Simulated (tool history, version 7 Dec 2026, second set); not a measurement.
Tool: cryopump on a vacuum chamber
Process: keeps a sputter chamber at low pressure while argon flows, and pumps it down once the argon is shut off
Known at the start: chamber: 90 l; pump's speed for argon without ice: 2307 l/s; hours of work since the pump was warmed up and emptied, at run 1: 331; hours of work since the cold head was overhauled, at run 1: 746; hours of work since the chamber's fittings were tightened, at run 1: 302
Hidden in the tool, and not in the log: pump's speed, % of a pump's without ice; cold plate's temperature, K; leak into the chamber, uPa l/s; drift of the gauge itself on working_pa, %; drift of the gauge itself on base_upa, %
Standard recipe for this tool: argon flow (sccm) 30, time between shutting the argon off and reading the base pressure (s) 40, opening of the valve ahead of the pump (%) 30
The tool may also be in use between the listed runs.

run	hour	argon flow (sccm)	time between shutting the argon off and reading the base pressure (s)	opening of the valve ahead of the pump (%)	hours of work since the pump was warmed up and emptied	hours of work since the cold head was overhauled	hours of work since the chamber's fittings were tightened	pressure while argon flows (Pa)	pressure after the wait (uPa)
1	0	30	40	30	331	746	302	0.0818	1.33
2	42.2	30	40	30	364	779	335	0.0841	1.37
3	66.1	30	40	30	383	798	353	0.0828	1.39
# hour 89.4: pump warmed up, emptied and cooled again
4	112.2	30	30	30	18	830	385	0.0741	1.64
5	147	30	38	30	45	857	412	0.073	1.37
6	167.3	30	40	30	61	873	428	0.0749	1.3
7	188.1	30	40	30	77	889	444	0.0753	1.31
8	220.6	30	40	30	102	914	470	0.076	1.33
9	259.8	30	40	42	132	944	500	0.056	1.35
10	289.7	52	33	42	156	968	523	0.0962	1.67
11	332.7	52	33	42	189	1001	557	0.0992	1.62
12	368.7	38	78	42	217	1029	585	0.0719	0.94
13	395.7	19	95	42	238	1050	606	0.036	0.84
14	428.2	22	40	30	263	1075	631	0.0591	1.5
15	468.4	19	87	20	295	1107	662	0.0736	0.99
16	497.1	14	32	24	317	1129	685	0.0468	1.82
17	536	30	64	41	347	1159	715	0.0645	1.18

3 options for the next run, each taken on its own from the tool as it stands now. Forecast them:
A	561	22	180	41	367	1179	734	?	?
B	561	55	64	26	367	1179	734	?	?
C	561	44	64	30	367	1179	734	?	?

run	pressure while argon flows (Pa)	pressure after the wait (uPa)
A	0.0466	0.78
B	0.172	1.19
C	0.1214	1.18
Had the tool no hidden state, the same runs would have come out as:
run	pressure while argon flows (Pa)	pressure after the wait (uPa)
A	0.0396	0.37
B	0.1545	0.78
C	0.1073	0.79
